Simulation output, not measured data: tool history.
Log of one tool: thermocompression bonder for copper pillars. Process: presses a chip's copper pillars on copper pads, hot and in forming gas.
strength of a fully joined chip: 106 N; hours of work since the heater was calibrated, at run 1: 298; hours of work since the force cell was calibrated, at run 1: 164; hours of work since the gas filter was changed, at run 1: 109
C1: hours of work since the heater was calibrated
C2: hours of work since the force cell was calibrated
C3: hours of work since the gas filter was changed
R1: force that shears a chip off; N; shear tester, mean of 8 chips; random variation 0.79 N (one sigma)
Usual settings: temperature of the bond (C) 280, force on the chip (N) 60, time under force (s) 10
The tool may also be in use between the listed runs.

run 1 day=0.000 | temperature_of_the_bond_(C)=280 force_on_the_chip_(N)=60 time_under_force_(s)=10 | C1=298 C2=164 C3=109 | R1=69.5
-- day=0.183 forming gas filter changed
run 2 day=0.979 | temperature_of_the_bond_(C)=280 force_on_the_chip_(N)=60 time_under_force_(s)=10 | C1=314 C2=181 C3=14 | R1=74.0
run 3 day=2.667 | temperature_of_the_bond_(C)=280 force_on_the_chip_(N)=60 time_under_force_(s)=10 | C1=343 C2=210 C3=43 | R1=72.2
run 4 day=3.975 | temperature_of_the_bond_(C)=280 force_on_the_chip_(N)=60 time_under_force_(s)=10 | C1=366 C2=233 C3=66 | R1=70.5
run 5 day=5.308 | temperature_of_the_bond_(C)=280 force_on_the_chip_(N)=60 time_under_force_(s)=10 | C1=389 C2=256 C3=89 | R1=71.0
run 6 day=6.512 | temperature_of_the_bond_(C)=280 force_on_the_chip_(N)=60 time_under_force_(s)=10 | C1=410 C2=277 C3=110 | R1=71.3
-- day=6.654 forming gas filter changed
run 7 day=7.796 | temperature_of_the_bond_(C)=280 force_on_the_chip_(N)=60 time_under_force_(s)=10 | C1=432 C2=299 C3=20 | R1=75.4
run 8 day=9.671 | temperature_of_the_bond_(C)=280 force_on_the_chip_(N)=60 time_under_force_(s)=10 | C1=464 C2=331 C3=52 | R1=73.2
run 9 day=10.942 | temperature_of_the_bond_(C)=280 force_on_the_chip_(N)=60 time_under_force_(s)=10 | C1=486 C2=353 C3=74 | R1=72.1
run 10 day=11.717 | temperature_of_the_bond_(C)=280 force_on_the_chip_(N)=60 time_under_force_(s)=10 | C1=500 C2=366 C3=88 | R1=71.6
run 11 day=12.625 | temperature_of_the_bond_(C)=280 force_on_the_chip_(N)=60 time_under_force_(s)=10 | C1=515 C2=382 C3=103 | R1=72.1
-- day=13.196 forming gas filter changed
run 12 day=14.475 | temperature_of_the_bond_(C)=280 force_on_the_chip_(N)=60 time_under_force_(s)=18 | C1=547 C2=414 C3=22 | R1=85.0
run 13 day=15.375 | temperature_of_the_bond_(C)=280 force_on_the_chip_(N)=60 time_under_force_(s)=18 | C1=563 C2=429 C3=38 | R1=82.6
run 14 day=16.354 | temperature_of_the_bond_(C)=280 force_on_the_chip_(N)=60 time_under_force_(s)=10 | C1=580 C2=446 C3=55 | R1=73.7
run 15 day=17.354 | temperature_of_the_bond_(C)=280 force_on_the_chip_(N)=60 time_under_force_(s)=10 | C1=597 C2=464 C3=72 | R1=73.8
run 16 day=18.692 | temperature_of_the_bond_(C)=280 force_on_the_chip_(N)=60 time_under_force_(s)=10 | C1=620 C2=487 C3=95 | R1=72.2
-- day=19.650 forming gas filter changed
run 17 day=20.038 | temperature_of_the_bond_(C)=280 force_on_the_chip_(N)=60 time_under_force_(s)=10 | C1=643 C2=510 C3=7 | R1=75.5
run 18 day=21.458 | temperature_of_the_bond_(C)=280 force_on_the_chip_(N)=60 time_under_force_(s)=6 | C1=668 C2=534 C3=31 | R1=65.7
run 19 day=23.304 | temperature_of_the_bond_(C)=280 force_on_the_chip_(N)=60 time_under_force_(s)=10 | C1=700 C2=566 C3=63 | R1=72.8
run 20 day=24.729 | temperature_of_the_bond_(C)=304 force_on_the_chip_(N)=60 time_under_force_(s)=10 | C1=724 C2=591 C3=88 | R1=88.0
-- day=26.225 forming gas filter changed
run 21 day=26.575 | temperature_of_the_bond_(C)=304 force_on_the_chip_(N)=60 time_under_force_(s)=10 | C1=756 C2=623 C3=6 | R1=89.4
run 22 day=27.371 | temperature_of_the_bond_(C)=262 force_on_the_chip_(N)=57 time_under_force_(s)=6 | C1=770 C2=636 C3=20 | R1=50.9
run 23 day=28.321 | temperature_of_the_bond_(C)=282 force_on_the_chip_(N)=53 time_under_force_(s)=11 | C1=786 C2=653 C3=36 | R1=73.7
run 24 day=29.371 | temperature_of_the_bond_(C)=256 force_on_the_chip_(N)=53 time_under_force_(s)=27 | C1=804 C2=671 C3=54 | R1=69.8
run 25 day=30.267 | temperature_of_the_bond_(C)=256 force_on_the_chip_(N)=53 time_under_force_(s)=27 | C1=820 C2=687 C3=70 | R1=68.6
run 26 day=32.162 | temperature_of_the_bond_(C)=265 force_on_the_chip_(N)=76 time_under_force_(s)=5 | C1=853 C2=719 C3=103 | R1=62.6
-- day=32.679 forming gas filter changed
run 27 day=33.062 | temperature_of_the_bond_(C)=280 force_on_the_chip_(N)=57 time_under_force_(s)=6 | C1=868 C2=735 C3=7 | R1=64.8
run 28 day=34.279 | temperature_of_the_bond_(C)=297 force_on_the_chip_(N)=60 time_under_force_(s)=9 | C1=889 C2=756 C3=28 | R1=84.3
run 29 day=35.583 | temperature_of_the_bond_(C)=297 force_on_the_chip_(N)=60 time_under_force_(s)=9 | C1=912 C2=778 C3=50 | R1=85.4
run 30 day=36.667 | temperature_of_the_bond_(C)=297 force_on_the_chip_(N)=60 time_under_force_(s)=9 | C1=930 C2=797 C3=69 | R1=83.4
run 31 day=37.488 | temperature_of_the_bond_(C)=251 force_on_the_chip_(N)=41 time_under_force_(s)=28 | C1=945 C2=811 C3=83 | R1=56.1
run 32 day=38.562 | temperature_of_the_bond_(C)=254 force_on_the_chip_(N)=60 time_under_force_(s)=20 | C1=963 C2=830 C3=102 | R1=69.7
-- day=38.858 heater calibrated with a thermocouple chip
-- day=39.250 forming gas filter changed
run 33 day=39.904 | temperature_of_the_bond_(C)=254 force_on_the_chip_(N)=60 time_under_force_(s)=20 | C1=18 C2=851 C3=11 | R1=64.6
run 34 day=41.183 | temperature_of_the_bond_(C)=263 force_on_the_chip_(N)=47 time_under_force_(s)=20 | C1=40 C2=874 C3=33 | R1=58.8
run 35 day=42.575 | temperature_of_the_bond_(C)=294 force_on_the_chip_(N)=90 time_under_force_(s)=21 | C1=64 C2=898 C3=58 | R1=99.4
run 36 day=44.117 | temperature_of_the_bond_(C)=297 force_on_the_chip_(N)=46 time_under_force_(s)=9 | C1=91 C2=924 C3=84 | R1=64.8
-- day=45.683 forming gas filter changed
run 37 day=45.971 | temperature_of_the_bond_(C)=297 force_on_the_chip_(N)=46 time_under_force_(s)=9 | C1=122 C2=956 C3=5 | R1=66.6
run 38 day=47.571 | temperature_of_the_bond_(C)=297 force_on_the_chip_(N)=38 time_under_force_(s)=9 | C1=150 C2=984 C3=33 | R1=57.6
run 39 day=48.538 | temperature_of_the_bond_(C)=279 force_on_the_chip_(N)=76 time_under_force_(s)=29 | C1=167 C2=1001 C3=49 | R1=93.7
run 40 day=50.121 | temperature_of_the_bond_(C)=279 force_on_the_chip_(N)=76 time_under_force_(s)=29 | C1=194 C2=1028 C3=77 | R1=96.1

3 ways to go on from here, each from the tool as it stands after run 40. What would each give?
run A day=51.671 | temperature_of_the_bond_(C)=280 force_on_the_chip_(N)=47 time_under_force_(s)=10 | C1=221 C2=1055 C3=104 | R1=?
run B day=51.671 | temperature_of_the_bond_(C)=280 force_on_the_chip_(N)=76 time_under_force_(s)=12 | C1=221 C2=1055 C3=104 | R1=?
run C day=51.671 | temperature_of_the_bond_(C)=280 force_on_the_chip_(N)=61 time_under_force_(s)=18 | C1=221 C2=1055 C3=104 | R1=?

run=A R1=56.0
run=B R1=81.7
run=C R1=79.1
Without the tool's hidden state the same runs would have given:
run=A R1=59.0
run=B R1=86.0
run=C R1=83.3

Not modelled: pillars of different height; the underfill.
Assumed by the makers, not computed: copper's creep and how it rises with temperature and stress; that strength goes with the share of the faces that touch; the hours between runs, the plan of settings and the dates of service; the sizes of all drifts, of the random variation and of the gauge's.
